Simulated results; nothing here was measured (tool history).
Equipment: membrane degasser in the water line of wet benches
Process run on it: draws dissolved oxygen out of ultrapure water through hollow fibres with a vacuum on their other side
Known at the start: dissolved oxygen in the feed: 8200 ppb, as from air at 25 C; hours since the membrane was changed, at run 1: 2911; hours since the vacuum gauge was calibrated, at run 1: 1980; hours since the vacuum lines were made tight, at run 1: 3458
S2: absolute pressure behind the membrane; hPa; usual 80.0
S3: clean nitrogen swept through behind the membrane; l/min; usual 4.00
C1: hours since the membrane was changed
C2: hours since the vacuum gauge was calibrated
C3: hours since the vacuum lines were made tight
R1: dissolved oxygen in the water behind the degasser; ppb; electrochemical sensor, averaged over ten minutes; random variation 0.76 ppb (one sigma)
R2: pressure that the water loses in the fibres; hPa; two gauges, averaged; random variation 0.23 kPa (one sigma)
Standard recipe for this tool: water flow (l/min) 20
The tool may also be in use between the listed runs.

{"run": 1, "hour": 0.0, "water flow (l/min)": 20, "S2": 80.0, "S3": 4.0, "C1": 2911, "C2": 1980, "C3": 3458, "R1": 76.3, "R2": 617.7}
{"run": 2, "hour": 316.1, "water flow (l/min)": 20, "S2": 80.0, "S3": 4.0, "C1": 3227, "C2": 2296, "C3": 3775, "R1": 78.7, "R2": 621.2}
{"hour": 391.8, "done": "seals of the vacuum lines changed"}
{"run": 3, "hour": 471.3, "water flow (l/min)": 20, "S2": 80.0, "S3": 4.0, "C1": 3380, "C2": 2450, "C3": 79, "R1": 78.6, "R2": 621.0}
{"run": 4, "hour": 724.9, "water flow (l/min)": 20, "S2": 80.0, "S3": 4.0, "C1": 3634, "C2": 2703, "C3": 333, "R1": 77.5, "R2": 622.0}
{"run": 5, "hour": 1056.4, "water flow (l/min)": 20, "S2": 80.0, "S3": 7.56, "C1": 3966, "C2": 3035, "C3": 665, "R1": 49.8, "R2": 623.7}
{"run": 6, "hour": 1322.1, "water flow (l/min)": 20, "S2": 80.0, "S3": 2.35, "C1": 4231, "C2": 3300, "C3": 930, "R1": 120.9, "R2": 634.9}
{"run": 7, "hour": 1602.3, "water flow (l/min)": 20, "S2": 80.0, "S3": 2.35, "C1": 4512, "C2": 3581, "C3": 1210, "R1": 123.5, "R2": 632.6}
{"run": 8, "hour": 1789.2, "water flow (l/min)": 20, "S2": 80.0, "S3": 2.35, "C1": 4698, "C2": 3767, "C3": 1397, "R1": 122.8, "R2": 636.2}
{"run": 9, "hour": 2078.2, "water flow (l/min)": 20, "S2": 97.3, "S3": 2.35, "C1": 4987, "C2": 4056, "C3": 1686, "R1": 157.2, "R2": 634.5}
{"run": 10, "hour": 2309.3, "water flow (l/min)": 20, "S2": 97.3, "S3": 2.35, "C1": 5219, "C2": 4288, "C3": 1918, "R1": 164.3, "R2": 637.6}
{"run": 11, "hour": 2461.8, "water flow (l/min)": 20, "S2": 80.0, "S3": 4.0, "C1": 5371, "C2": 4440, "C3": 2070, "R1": 81.3, "R2": 637.7}
{"hour": 2630.8, "done": "vacuum gauge calibrated"}
{"run": 12, "hour": 2724.5, "water flow (l/min)": 20, "S2": 80.0, "S3": 2.26, "C1": 5633, "C2": 94, "C3": 2332, "R1": 142.1, "R2": 641.9}
{"run": 13, "hour": 2909.4, "water flow (l/min)": 20, "S2": 80.0, "S3": 2.26, "C1": 5818, "C2": 279, "C3": 2517, "R1": 139.7, "R2": 641.0}
{"run": 14, "hour": 3212.4, "water flow (l/min)": 20, "S2": 80.0, "S3": 2.26, "C1": 6121, "C2": 582, "C3": 2820, "R1": 137.8, "R2": 644.7}
{"hour": 3370.6, "done": "vacuum gauge calibrated, once more"}
{"run": 15, "hour": 3393.3, "water flow (l/min)": 20, "S2": 80.0, "S3": 2.26, "C1": 6301, "C2": 23, "C3": 3000, "R1": 121.4, "R2": 645.0}
{"run": 16, "hour": 3710.3, "water flow (l/min)": 20, "S2": 80.0, "S3": 4.0, "C1": 6618, "C2": 340, "C3": 3317, "R1": 79.5, "R2": 646.7}
{"run": 17, "hour": 3877.0, "water flow (l/min)": 20, "S2": 109.0, "S3": 1.77, "C1": 6785, "C2": 506, "C3": 3484, "R1": 224.7, "R2": 652.7}
{"run": 18, "hour": 4199.7, "water flow (l/min)": 15, "S2": 85.8, "S3": 7.67, "C1": 7108, "C2": 829, "C3": 3807, "R1": 34.0, "R2": 491.0}
{"hour": 4231.5, "done": "seals of the vacuum lines changed"}
{"run": 19, "hour": 4454.1, "water flow (l/min)": 15, "S2": 85.8, "S3": 7.67, "C1": 7360, "C2": 1081, "C3": 223, "R1": 33.3, "R2": 492.7}
{"run": 20, "hour": 4625.8, "water flow (l/min)": 19, "S2": 58.5, "S3": 2.57, "C1": 7532, "C2": 1253, "C3": 394, "R1": 67.5, "R2": 625.8}
{"run": 21, "hour": 4936.9, "water flow (l/min)": 19, "S2": 58.5, "S3": 2.57, "C1": 7843, "C2": 1564, "C3": 705, "R1": 67.4, "R2": 624.5}
{"run": 22, "hour": 5167.0, "water flow (l/min)": 25, "S2": 58.5, "S3": 7.86, "C1": 8073, "C2": 1794, "C3": 935, "R1": 72.2, "R2": 822.6}
{"run": 23, "hour": 5398.3, "water flow (l/min)": 17, "S2": 58.5, "S3": 1.79, "C1": 8304, "C2": 2026, "C3": 1167, "R1": 78.1, "R2": 561.5}
{"hour": 5650.2, "done": "membrane cartridge changed"}
{"run": 24, "hour": 5683.8, "water flow (l/min)": 17, "S2": 94.1, "S3": 1.79, "C1": 34, "C2": 2307, "C3": 1448, "R1": 149.3, "R2": 510.7}
{"run": 25, "hour": 6005.7, "water flow (l/min)": 27, "S2": 80.0, "S3": 6.27, "C1": 356, "C2": 2629, "C3": 1770, "R1": 91.4, "R2": 808.4}
{"run": 26, "hour": 6259.1, "water flow (l/min)": 23, "S2": 175.5, "S3": 4.45, "C1": 609, "C2": 2882, "C3": 2024, "R1": 206.6, "R2": 689.8}
{"run": 27, "hour": 6480.5, "water flow (l/min)": 16, "S2": 83.2, "S3": 2.4, "C1": 830, "C2": 3104, "C3": 2245, "R1": 95.0, "R2": 479.0}
{"run": 28, "hour": 6775.6, "water flow (l/min)": 20, "S2": 115.7, "S3": 7.26, "C1": 1125, "C2": 3399, "C3": 2540, "R1": 72.8, "R2": 605.2}
{"run": 29, "hour": 6926.3, "water flow (l/min)": 30, "S2": 75.6, "S3": 10.91, "C1": 1276, "C2": 3550, "C3": 2691, "R1": 88.8, "R2": 909.2}
{"run": 30, "hour": 7236.9, "water flow (l/min)": 30, "S2": 80.0, "S3": 6.28, "C1": 1587, "C2": 3860, "C3": 3001, "R1": 118.9, "R2": 913.3}
{"run": 31, "hour": 7493.7, "water flow (l/min)": 30, "S2": 80.0, "S3": 6.28, "C1": 1844, "C2": 4117, "C3": 3258, "R1": 120.1, "R2": 914.5}

How the hidden state differs across the entries between the runs, from the last listed run before each to the first after it:
Runs 2 to 3: seals of the vacuum lines changed (hour 391.8)
  membrane still open, %: 96.1 -> 95.9; true pressure behind the membrane over the reading, kPa: 0.28 -> 0.3; air that leaks in behind the membrane, l/min: 0.0246 -> 0.0024
  measured value less the no-hidden-state value, R1: +8.7 -> +7.2 ppb; R2: +23.9 -> +25.3 hPa
Runs 11 to 12: vacuum gauge calibrated (hour 2630.8)
  membrane still open, %: 93.5 -> 93.2; true pressure behind the membrane over the reading, kPa: 0.55 -> 0.96; air that leaks in behind the membrane, l/min: 0.0134 -> 0.0148
  measured value less the no-hidden-state value, R1: +13.4 -> +28.5 ppb; R2: +41.5 -> +43.9 hPa
Runs 14 to 15: vacuum gauge calibrated, once more (hour 3370.6)
  membrane still open, %: 92.6 -> 92.4; true pressure behind the membrane over the reading, kPa: 1.02 -> -0.01; air that leaks in behind the membrane, l/min: 0.0175 -> 0.0185
  measured value less the no-hidden-state value, R1: +29.6 -> +9.2 ppb; R2: +47.6 -> +49.1 hPa
Runs 18 to 19: seals of the vacuum lines changed (hour 4231.5)
  membrane still open, %: 91.4 -> 91.1; true pressure behind the membrane over the reading, kPa: 0.09 -> 0.12; air that leaks in behind the membrane, l/min: 0.0231 -> 0.0026
  measured value less the no-hidden-state value, R1: +4.7 -> +3.8 ppb; R2: +42.1 -> +43.9 hPa
Runs 23 to 24: membrane cartridge changed (hour 5650.2)
  membrane still open, %: 90 -> 100; true pressure behind the membrane over the reading, kPa: 0.24 -> 0.28; air that leaks in behind the membrane, l/min: 0.0077 -> 0.0091
  measured value less the no-hidden-state value, R1: +12.2 -> +7.6 ppb; R2: +56.6 -> +0.1 hPa
